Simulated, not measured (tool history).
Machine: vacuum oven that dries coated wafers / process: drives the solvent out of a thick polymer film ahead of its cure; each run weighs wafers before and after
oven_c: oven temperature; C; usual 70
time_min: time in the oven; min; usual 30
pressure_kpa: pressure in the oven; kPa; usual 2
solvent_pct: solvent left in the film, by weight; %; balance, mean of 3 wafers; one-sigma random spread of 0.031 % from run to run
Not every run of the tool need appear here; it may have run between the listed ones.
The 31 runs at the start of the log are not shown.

run	day	oven_c	time_min	pressure_kpa	solvent_pct
32	48.388	82	17	1.57	1.05
33	50.588	66	18	2.83	4.52
34	51.658	85	38	2	0.61
35	52.696	85	38	2	0.63
36	54.721	62	30	1.12	2.62
37	56.892	70	32	1.92	1.51
38	58.608	70	32	1.92	1.55
39	60.521	70	17	6.85	5.58

Forecast each of these 5 alternatives for the next run:
A	62.392	70	31	4.11	?
B	62.392	70	47	1.03	?
C	62.392	70	34	1.04	?
D	62.392	70	18	5.61	?
E	62.392	70	26	6.85	?

run	solvent_pct
A	2.73
B	0.64
C	0.97
D	4.77
E	4.43
The same runs, with their run-to-run variation unchanged, on a tool lacking any hidden condition would have given:
run	solvent_pct
A	2.73
B	0.62
C	0.96
D	4.78
E	4.43
